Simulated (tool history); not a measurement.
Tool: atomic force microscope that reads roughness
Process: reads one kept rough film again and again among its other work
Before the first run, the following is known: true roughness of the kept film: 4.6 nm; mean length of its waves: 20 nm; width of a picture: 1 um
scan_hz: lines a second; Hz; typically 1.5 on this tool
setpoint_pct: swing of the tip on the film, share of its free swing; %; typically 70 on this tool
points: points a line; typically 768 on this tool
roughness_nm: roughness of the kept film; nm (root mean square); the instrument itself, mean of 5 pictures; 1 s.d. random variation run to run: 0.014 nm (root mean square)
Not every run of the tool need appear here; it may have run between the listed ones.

run	day	scan_hz	setpoint_pct	points	roughness_nm
1	0	1.5	70	768	3.254
2	0.533	1.5	70	768	3.245
3	0.967	1.5	70	768	3.241
4	1.4	1.5	70	768	3.251
5	2.079	2.1	70	768	3.169
6	2.854	2.1	70	768	3.18
7	3.467	2.1	70	768	3.163
8	3.842	2.1	70	768	3.165
# day 3.9: new tip fitted
9	4.642	2.1	70	768	3.171
10	5.183	2.1	70	768	3.176
11	5.838	2.1	69	768	3.175
12	6.633	2.1	69	768	3.17
13	7.05	1.5	70	768	3.253
14	7.808	1.5	70	768	3.245
15	8.488	0.84	70	768	3.352
16	9.242	0.84	70	768	3.322
17	9.925	0.84	70	768	3.347
18	10.35	0.84	60	768	3.396
19	10.95	0.84	60	768	3.406
20	11.65	0.84	60	768	3.39
21	12.117	0.84	60	768	3.401
# day 12.188: new tip fitted
22	12.529	1.09	79	290	3.137
23	12.946	3.11	79	431	2.793
24	13.392	3.11	79	431	2.797
25	13.917	3.11	65	484	3.119
26	14.521	3.11	88	368	2.532
27	15.192	1.92	89	396	2.8
28	15.708	2.85	69	286	3.028
29	16.508	2.85	69	286	3.012
30	17.312	2.85	86	822	2.686
31	18.029	1.5	70	374	3.205
32	18.588	0.72	68	768	3.376
33	19.375	1.15	63	1001	3.366
34	20.05	0.69	87	768	3.228
# day 20.488: new tip fitted
35	20.488	1.59	65	768	3.331
36	20.838	1.59	65	768	3.245
37	21.338	3.7	57	903	3.265
38	21.85	3.7	57	903	3.244
39	22.421	3.7	57	903	3.226
40	23.179	3.7	57	903	3.259
41	23.617	3.7	57	903	3.26

Forecast each of these 5 alternatives for the next run:
A	24.179	1.5	74	979	?
B	24.179	0.82	78	903	?
C	24.179	0.76	74	903	?
D	24.179	2.31	85	653	?
E	24.179	3.7	74	458	?

run	roughness_nm
A	3.201
B	3.27
C	3.331
D	2.826
E	2.844
Without the tool's hidden state the same runs would have given:
run	roughness_nm
A	3.205
B	3.274
C	3.334
D	2.829
E	2.847

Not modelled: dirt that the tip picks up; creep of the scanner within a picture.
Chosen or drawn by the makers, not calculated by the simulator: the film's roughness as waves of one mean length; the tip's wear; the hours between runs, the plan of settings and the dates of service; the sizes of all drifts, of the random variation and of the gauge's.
